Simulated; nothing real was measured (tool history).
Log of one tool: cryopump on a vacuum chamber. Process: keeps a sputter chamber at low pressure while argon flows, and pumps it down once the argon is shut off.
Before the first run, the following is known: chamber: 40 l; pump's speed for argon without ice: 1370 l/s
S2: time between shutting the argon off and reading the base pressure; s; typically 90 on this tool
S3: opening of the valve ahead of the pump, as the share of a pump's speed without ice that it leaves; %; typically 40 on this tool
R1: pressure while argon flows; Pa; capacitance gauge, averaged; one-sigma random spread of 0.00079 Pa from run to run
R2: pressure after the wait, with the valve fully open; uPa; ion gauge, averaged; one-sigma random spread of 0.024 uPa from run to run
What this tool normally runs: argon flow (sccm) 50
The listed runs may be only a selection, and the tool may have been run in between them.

{"run": 1, "hour": 0.0, "argon flow (sccm)": 50, "S2": 90, "S3": 40, "R1": 0.157, "R2": 1.12}
{"run": 2, "hour": 66.4, "argon flow (sccm)": 50, "S2": 90, "S3": 19, "R1": 0.3277, "R2": 1.23}
{"run": 3, "hour": 113.2, "argon flow (sccm)": 50, "S2": 90, "S3": 19, "R1": 0.3304, "R2": 1.25}
{"run": 4, "hour": 173.6, "argon flow (sccm)": 50, "S2": 90, "S3": 19, "R1": 0.3278, "R2": 1.22}
{"run": 5, "hour": 234.6, "argon flow (sccm)": 50, "S2": 90, "S3": 19, "R1": 0.3286, "R2": 1.27}
{"run": 6, "hour": 297.0, "argon flow (sccm)": 50, "S2": 90, "S3": 19, "R1": 0.331, "R2": 1.29}
{"run": 7, "hour": 332.0, "argon flow (sccm)": 50, "S2": 90, "S3": 19, "R1": 0.3324, "R2": 1.33}
{"run": 8, "hour": 400.2, "argon flow (sccm)": 50, "S2": 90, "S3": 40, "R1": 0.1606, "R2": 1.37}
{"run": 9, "hour": 460.1, "argon flow (sccm)": 50, "S2": 90, "S3": 40, "R1": 0.1625, "R2": 1.39}
{"run": 10, "hour": 527.9, "argon flow (sccm)": 89, "S2": 90, "S3": 40, "R1": 0.2905, "R2": 1.45}
{"run": 11, "hour": 614.1, "argon flow (sccm)": 89, "S2": 162, "S3": 40, "R1": 0.2928, "R2": 1.16}
{"run": 12, "hour": 664.6, "argon flow (sccm)": 89, "S2": 162, "S3": 40, "R1": 0.293, "R2": 1.16}
{"run": 13, "hour": 732.7, "argon flow (sccm)": 89, "S2": 162, "S3": 40, "R1": 0.2952, "R2": 1.19}
{"run": 14, "hour": 781.2, "argon flow (sccm)": 89, "S2": 162, "S3": 40, "R1": 0.2967, "R2": 1.23}
{"run": 15, "hour": 824.7, "argon flow (sccm)": 89, "S2": 162, "S3": 40, "R1": 0.2963, "R2": 1.27}
{"run": 16, "hour": 887.7, "argon flow (sccm)": 50, "S2": 90, "S3": 40, "R1": 0.1667, "R2": 1.59}
{"run": 17, "hour": 932.1, "argon flow (sccm)": 50, "S2": 90, "S3": 19, "R1": 0.3378, "R2": 1.6}
{"run": 18, "hour": 970.2, "argon flow (sccm)": 50, "S2": 90, "S3": 19, "R1": 0.3396, "R2": 1.6}
{"run": 19, "hour": 1038.8, "argon flow (sccm)": 50, "S2": 90, "S3": 19, "R1": 0.3396, "R2": 1.68}
{"run": 20, "hour": 1107.1, "argon flow (sccm)": 50, "S2": 276, "S3": 36, "R1": 0.1871, "R2": 1.31}
{"hour": 1132.6, "done": "pump warmed up, emptied and cooled again"}
{"run": 21, "hour": 1152.7, "argon flow (sccm)": 50, "S2": 276, "S3": 36, "R1": 0.1739, "R2": 1.04}
{"run": 22, "hour": 1206.6, "argon flow (sccm)": 21, "S2": 60, "S3": 57, "R1": 0.0464, "R2": 1.98}
{"run": 23, "hour": 1260.3, "argon flow (sccm)": 24, "S2": 130, "S3": 24, "R1": 0.1236, "R2": 1.39}
{"run": 24, "hour": 1298.4, "argon flow (sccm)": 24, "S2": 130, "S3": 24, "R1": 0.1236, "R2": 1.45}
{"run": 25, "hour": 1373.3, "argon flow (sccm)": 50, "S2": 31, "S3": 53, "R1": 0.1194, "R2": 3.05}
{"run": 26, "hour": 1434.5, "argon flow (sccm)": 84, "S2": 25, "S3": 47, "R1": 0.2281, "R2": 3.6}
{"run": 27, "hour": 1516.4, "argon flow (sccm)": 56, "S2": 90, "S3": 16, "R1": 0.4392, "R2": 1.77}
{"run": 28, "hour": 1591.8, "argon flow (sccm)": 22, "S2": 37, "S3": 35, "R1": 0.0805, "R2": 2.77}
{"run": 29, "hour": 1630.8, "argon flow (sccm)": 50, "S2": 21, "S3": 21, "R1": 0.3016, "R2": 4.16}
{"run": 30, "hour": 1710.3, "argon flow (sccm)": 50, "S2": 44, "S3": 35, "R1": 0.1816, "R2": 2.6}
{"run": 31, "hour": 1777.9, "argon flow (sccm)": 70, "S2": 45, "S3": 34, "R1": 0.267, "R2": 2.53}
{"run": 32, "hour": 1844.7, "argon flow (sccm)": 46, "S2": 47, "S3": 20, "R1": 0.2917, "R2": 2.49}
{"run": 33, "hour": 1909.9, "argon flow (sccm)": 46, "S2": 47, "S3": 20, "R1": 0.2922, "R2": 2.61}
{"run": 34, "hour": 1946.0, "argon flow (sccm)": 52, "S2": 76, "S3": 27, "R1": 0.2496, "R2": 2.05}
{"run": 35, "hour": 2008.4, "argon flow (sccm)": 52, "S2": 90, "S3": 27, "R1": 0.2477, "R2": 2.03}

Pick out some run-to-run changes in R1. Of each, how much would a tool without hidden state show as well, from the settings, what came in and chance, and how much is left for the hidden state and any gauge scatter not in both results compared?
Hidden state at play: pump's speed, % of a pump's without ice; cold plate's temperature, K; leak into the chamber, uPa l/s; drift of the gauge itself on working_pa, %; drift of the gauge itself on base_upa, %.
Run 9 -> 10: argon flow (sccm) 50 -> 89. R1 +0.1280 Pa: hidden state +0.0075, all else +0.1205.
Run 15 -> 16: argon flow (sccm) 89 -> 50, S2 162 -> 90. R1 -0.1296 Pa: hidden state -0.0085, all else -0.1211.
Run 20 -> 21: pump warmed up, emptied and cooled again. R1 -0.0132 Pa: hidden state -0.0131, all else -0.0001.
Run 26 -> 27: argon flow (sccm) 84 -> 56, S2 25 -> 90, S3 47 -> 16. R1 +0.2111 Pa: hidden state -0.0016, all else +0.2127.
Run 27 -> 28: argon flow (sccm) 56 -> 22, S2 90 -> 37, S3 16 -> 35. R1 -0.3587 Pa: hidden state -0.0032, all else -0.3555.
Run 28 -> 29: argon flow (sccm) 22 -> 50, S2 37 -> 21, S3 35 -> 21. R1 +0.2211 Pa: hidden state +0.0036, all else +0.2175.
